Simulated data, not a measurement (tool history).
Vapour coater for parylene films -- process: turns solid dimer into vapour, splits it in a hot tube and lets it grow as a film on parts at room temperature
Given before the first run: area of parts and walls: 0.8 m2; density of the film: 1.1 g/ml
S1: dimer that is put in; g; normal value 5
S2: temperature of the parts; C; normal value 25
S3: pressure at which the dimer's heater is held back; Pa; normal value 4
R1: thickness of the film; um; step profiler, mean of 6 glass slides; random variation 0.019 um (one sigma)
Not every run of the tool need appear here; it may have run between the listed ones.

| run | hour | S1 | S2 | S3 | R1 |
|---|---|---|---|---|---|
| 1 | 0 | 5 | 25 | 4 | 2.84 |
| 2 | 21.9 | 5 | 25 | 5.91 | 2.64 |
| 3 | 58 | 7 | 25 | 4 | 4 |
| 4 | 95.9 | 5 | 25 | 3.91 | 2.82 |
| 5 | 128.2 | 5 | 25 | 3.91 | 2.81 |
| 6 | 155.6 | 5 | 25 | 3.91 | 2.84 |
| 7 | 184.7 | 5 | 25 | 3.91 | 2.81 |
| 8 | 208.9 | 5 | 25 | 3.91 | 2.82 |
| 9 | 248.1 | 5 | 25 | 3.91 | 2.84 |
| 10 | 269.3 | 5 | 21 | 4 | 3.08 |
| 11 | 299.6 | 5 | 21 | 4 | 3.06 |
| 12 | 325.6 | 5 | 25 | 4 | 2.78 |
| 13 | 363 | 2 | 25 | 4 | 1.12 |
| 14 | 384.5 | 2 | 25 | 4 | 1.08 |
| 15 | 408.3 | 6 | 20 | 4.19 | 3.75 |
| 16 | 439.9 | 6 | 20 | 4.19 | 3.67 |
|  | 443.5 | table's thermometer calibrated |
| 17 | 481.8 | 5 | 25 | 7.94 | 2.43 |
| 18 | 514.1 | 3 | 22 | 8.99 | 1.55 |
|  | 534.8 | table's thermometer calibrated, once more |
| 19 | 540.4 | 3 | 22 | 8.99 | 1.58 |
| 20 | 568.3 | 3 | 18 | 3.24 | 2.04 |
| 21 | 586.5 | 5 | 36 | 4 | 2.14 |
| 22 | 605.6 | 4 | 17 | 10.75 | 2.3 |

For run 23, what comes out?
|  | 612.9 | trap's valve overhauled |
| 23 | 637.6 | 3 | 36 | 4.72 | ? |

R1: 1.29 um
Had the tool carried no hidden state, the very same run would have given R1 1.3 um.
